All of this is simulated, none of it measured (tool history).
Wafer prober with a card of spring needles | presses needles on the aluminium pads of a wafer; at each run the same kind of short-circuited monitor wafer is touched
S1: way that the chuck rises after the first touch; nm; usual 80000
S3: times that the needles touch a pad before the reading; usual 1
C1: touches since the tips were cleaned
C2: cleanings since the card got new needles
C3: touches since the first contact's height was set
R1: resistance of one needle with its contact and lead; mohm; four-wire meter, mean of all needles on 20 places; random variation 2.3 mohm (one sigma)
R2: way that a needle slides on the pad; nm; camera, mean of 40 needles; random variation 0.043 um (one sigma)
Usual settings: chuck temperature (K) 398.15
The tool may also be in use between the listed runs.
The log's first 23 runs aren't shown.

At hour 601.7: tips cleaned on abrasive film.
At hour 617.3: tips cleaned on abrasive film.
At hour 633.7: tips cleaned on abrasive film.
Run 24, hour 636.4: usual settings but S1 66000 nm, chuck temperature (K) 300.15, S3 2; C1 871; C2 99; C3 80052. Result: R1 234 mohm, R2 11070 nm.
At hour 649.1: tips cleaned on abrasive film.
At hour 649.4: height of the first contact set anew.
At hour 663.7: tips cleaned on abrasive film.
Run 25, hour 663.7: usual settings but S1 76000 nm, S3 3; C1 0; C2 101; C3 4531. Result: R1 262 mohm, R2 12800 nm.
At hour 679.3: tips cleaned on abrasive film.
At hour 695.1: tips cleaned on abrasive film.
Run 26, hour 699.4: usual settings but chuck temperature (K) 303.15; C1 1387; C2 103; C3 15910. Result: R1 233 mohm, R2 13340 nm.
At hour 709.4: tips cleaned on abrasive film.
Run 27, hour 720.7: usual settings but S1 85000 nm, chuck temperature (K) 358.15, S3 3; C1 3610; C2 104; C3 22689. Result: R1 249 mohm, R2 14310 nm.
At hour 723.7: tips cleaned on abrasive film.
At hour 740.9: tips cleaned on abrasive film.
At hour 756.7: tips cleaned on abrasive film.
Run 28, hour 767: usual settings but S1 88000 nm, chuck temperature (K) 313.15; C1 3317; C2 107; C3 37417. Result: R1 236 mohm, R2 14730 nm.
At hour 770.7: tips cleaned on abrasive film.
At hour 786.2: tips cleaned on abrasive film.
Run 29, hour 789.4: usual settings but chuck temperature (K) 373.15; C1 1030; C2 109; C3 44515. Result: R1 253 mohm, R2 13470 nm.
At hour 801.7: tips cleaned on abrasive film.
Run 30, hour 810.7: usual settings but chuck temperature (K) 373.15; C1 2908; C2 110; C3 51306. Result: R1 252 mohm, R2 13440 nm.
At hour 817.8: tips cleaned on abrasive film.
At hour 834.9: tips cleaned on abrasive film.
Run 31, hour 847: usual settings but chuck temperature (K) 373.15; C1 3854; C2 112; C3 62832. Result: R1 255 mohm, R2 13510 nm.

3 ways to go on from here, each from the tool as it stands after run 31. What would each give?
At hour 850.5: tips cleaned on abrasive film.
At hour 864.8: tips cleaned on abrasive film.
At hour 880.6: tips cleaned on abrasive film.
Run A, hour 893.5: usual settings but chuck temperature (K) 310.15; C1 4137; C2 115; C3 77633. Result: R1 ?, R2 ?.
At hour 850.5: tips cleaned on abrasive film.
At hour 864.8: tips cleaned on abrasive film.
At hour 880.6: tips cleaned on abrasive film.
Run B, hour 893.5: usual settings but S1 90000 nm, chuck temperature (K) 346.15; C1 4137; C2 115; C3 77633. Result: R1 ?, R2 ?.
At hour 850.5: tips cleaned on abrasive film.
At hour 864.8: tips cleaned on abrasive film.
At hour 880.6: tips cleaned on abrasive film.
Run C, hour 893.5: usual settings but S1 85000 nm, chuck temperature (K) 347.15, S3 2; C1 4137; C2 115; C3 77633. Result: R1 ?, R2 ?.

run   R1     R2
  A  235  13520
  B  251  15250
  C  247  14370
Without the tool's hidden state the same runs would have given:
run   R1     R2
  A  234  13250
  B  249  14940
  C  247  14080

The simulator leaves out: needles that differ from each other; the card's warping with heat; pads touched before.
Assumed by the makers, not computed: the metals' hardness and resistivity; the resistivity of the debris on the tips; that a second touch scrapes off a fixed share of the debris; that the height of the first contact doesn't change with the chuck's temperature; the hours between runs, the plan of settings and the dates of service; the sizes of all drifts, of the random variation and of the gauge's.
